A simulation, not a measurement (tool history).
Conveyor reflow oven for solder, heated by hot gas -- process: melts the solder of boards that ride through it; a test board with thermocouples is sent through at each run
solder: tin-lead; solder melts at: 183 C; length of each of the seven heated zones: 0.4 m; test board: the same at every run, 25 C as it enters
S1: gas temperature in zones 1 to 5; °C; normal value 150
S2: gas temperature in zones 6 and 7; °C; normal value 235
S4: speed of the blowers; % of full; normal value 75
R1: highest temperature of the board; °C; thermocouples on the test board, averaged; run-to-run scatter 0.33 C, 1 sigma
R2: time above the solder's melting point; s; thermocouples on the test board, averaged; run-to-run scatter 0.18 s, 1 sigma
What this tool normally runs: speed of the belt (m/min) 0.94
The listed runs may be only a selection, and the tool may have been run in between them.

run 1 hour=0 | S1=150 S2=235 speed_of_the_belt_(m/min)=0.94 S4=75 | R1=215.8 R2=40
run 2 hour=11.4 | S1=150 S2=235 speed_of_the_belt_(m/min)=0.94 S4=75 | R1=215.4 R2=40
run 3 hour=27.8 | S1=150 S2=235 speed_of_the_belt_(m/min)=0.856 S4=75 | R1=219 R2=45.9
run 4 hour=39.1 | S1=150 S2=235 speed_of_the_belt_(m/min)=0.856 S4=75 | R1=218.7 R2=45.7
run 5 hour=55.6 | S1=150 S2=235 speed_of_the_belt_(m/min)=0.856 S4=75 | R1=218.9 R2=46.2
run 6 hour=71.5 | S1=150 S2=235 speed_of_the_belt_(m/min)=0.956 S4=75 | R1=215.6 R2=38.8
run 7 hour=81.5 | S1=150 S2=235 speed_of_the_belt_(m/min)=0.956 S4=75 | R1=214.2 R2=38.7
run 8 hour=93.7 | S1=150 S2=235 speed_of_the_belt_(m/min)=0.956 S4=75 | R1=215.3 R2=39.1
run 9 hour=108.7 | S1=150 S2=235 speed_of_the_belt_(m/min)=0.766 S4=75 | R1=221.6 R2=53.5
run 10 hour=123 | S1=150 S2=235 speed_of_the_belt_(m/min)=0.766 S4=75 | R1=222.3 R2=53.7
-- hour=129.6 flux residue cleaned out of gas plates and filters
run 11 hour=143 | S1=150 S2=235 speed_of_the_belt_(m/min)=0.766 S4=75 | R1=221.5 R2=53.8
run 12 hour=151.6 | S1=150 S2=235 speed_of_the_belt_(m/min)=0.766 S4=75 | R1=222.3 R2=53.3
run 13 hour=162.3 | S1=150 S2=235 speed_of_the_belt_(m/min)=0.766 S4=75 | R1=222.4 R2=53.8
run 14 hour=177.1 | S1=150 S2=235 speed_of_the_belt_(m/min)=0.94 S4=85 | R1=217.9 R2=41.1
run 15 hour=184.4 | S1=150 S2=235 speed_of_the_belt_(m/min)=0.94 S4=85 | R1=217.3 R2=41.2
run 16 hour=194.1 | S1=150 S2=235 speed_of_the_belt_(m/min)=0.94 S4=85 | R1=217.4 R2=40.8
run 17 hour=207.2 | S1=150 S2=235 speed_of_the_belt_(m/min)=0.94 S4=85 | R1=217.8 R2=41.1
run 18 hour=217.6 | S1=152 S2=233 speed_of_the_belt_(m/min)=0.94 S4=85 | R1=216.5 R2=41.3

Estimate the outcome of run 19 from the log above:
run 19 hour=229.3 | S1=156 S2=250 speed_of_the_belt_(m/min)=0.94 S4=85 | R1=? R2=?

R1: 231.5 °C
R2: 48.6 s
The same run, on a tool lacking any hidden state, would have yielded R1 231.4 °C, R2 48.6 s.

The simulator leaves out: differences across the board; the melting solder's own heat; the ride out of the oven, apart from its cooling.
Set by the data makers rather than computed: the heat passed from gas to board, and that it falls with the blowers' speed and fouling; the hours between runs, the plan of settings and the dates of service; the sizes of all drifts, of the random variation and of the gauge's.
